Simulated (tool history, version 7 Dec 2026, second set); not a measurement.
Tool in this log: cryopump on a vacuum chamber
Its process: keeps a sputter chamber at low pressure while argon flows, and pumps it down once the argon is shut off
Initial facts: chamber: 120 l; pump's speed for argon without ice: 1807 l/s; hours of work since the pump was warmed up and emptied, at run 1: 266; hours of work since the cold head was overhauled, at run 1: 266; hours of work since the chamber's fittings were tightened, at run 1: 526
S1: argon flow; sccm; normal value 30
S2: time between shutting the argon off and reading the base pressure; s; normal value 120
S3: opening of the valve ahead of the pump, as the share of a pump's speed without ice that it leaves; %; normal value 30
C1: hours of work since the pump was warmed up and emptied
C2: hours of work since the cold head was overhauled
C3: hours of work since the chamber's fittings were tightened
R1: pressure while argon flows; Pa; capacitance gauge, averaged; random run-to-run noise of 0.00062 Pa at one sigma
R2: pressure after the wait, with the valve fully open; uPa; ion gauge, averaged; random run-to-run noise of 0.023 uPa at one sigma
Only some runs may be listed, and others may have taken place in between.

Run 1, day 0.000: usual settings; C1 266; C2 266; C3 526. Result: R1 0.1001 Pa, R2 1.29 uPa.
Run 2, day 0.650: usual settings; C1 272; C2 272; C3 533. Result: R1 0.0999 Pa, R2 1.36 uPa.
Run 3, day 1.296: usual settings; C1 279; C2 279; C3 539. Result: R1 0.1005 Pa, R2 1.38 uPa.
Run 4, day 2.108: usual settings; C1 287; C2 287; C3 548. Result: R1 0.1006 Pa, R2 1.39 uPa.
Run 5, day 2.896: usual settings; C1 295; C2 295; C3 555. Result: R1 0.1013 Pa, R2 1.46 uPa.
Run 6, day 3.558: usual settings; C1 302; C2 302; C3 562. Result: R1 0.1012 Pa, R2 1.36 uPa.
Run 7, day 4.183: usual settings but S3 56 %; C1 308; C2 308; C3 568. Result: R1 0.0562 Pa, R2 1.42 uPa.
Run 8, day 4.571: usual settings but S3 56 %; C1 312; C2 312; C3 572. Result: R1 0.0580 Pa, R2 1.42 uPa.
Run 9, day 5.296: usual settings; C1 319; C2 319; C3 580. Result: R1 0.1017 Pa, R2 1.41 uPa.
Run 10, day 6.088: usual settings but S1 32 sccm, S2 63 s, S3 20 %; C1 327; C2 327; C3 587. Result: R1 0.1575 Pa, R2 1.95 uPa.
Run 11, day 6.879: usual settings but S1 31 sccm, S2 121 s, S3 20 %; C1 335; C2 335; C3 595. Result: R1 0.1526 Pa, R2 1.47 uPa.
Run 12, day 7.696: usual settings but S1 44 sccm, S2 121 s, S3 22 %; C1 343; C2 343; C3 604. Result: R1 0.1997 Pa, R2 1.47 uPa.
Run 13, day 8.454: usual settings but S1 44 sccm, S2 121 s, S3 22 %; C1 351; C2 351; C3 611. Result: R1 0.2005 Pa, R2 1.50 uPa.

What will run 14 give?
Run 14, day 9.183: usual settings but S1 44 sccm, S2 121 s, S3 22 %; C1 358; C2 358; C3 618. Result: R1 ?, R2 ?.

R1: 0.1992 Pa
R2: 1.47 uPa
On a tool with no hidden condition, and with the same random variation, this run would have come out at R1 0.1859 Pa, R2 0.72 uPa.

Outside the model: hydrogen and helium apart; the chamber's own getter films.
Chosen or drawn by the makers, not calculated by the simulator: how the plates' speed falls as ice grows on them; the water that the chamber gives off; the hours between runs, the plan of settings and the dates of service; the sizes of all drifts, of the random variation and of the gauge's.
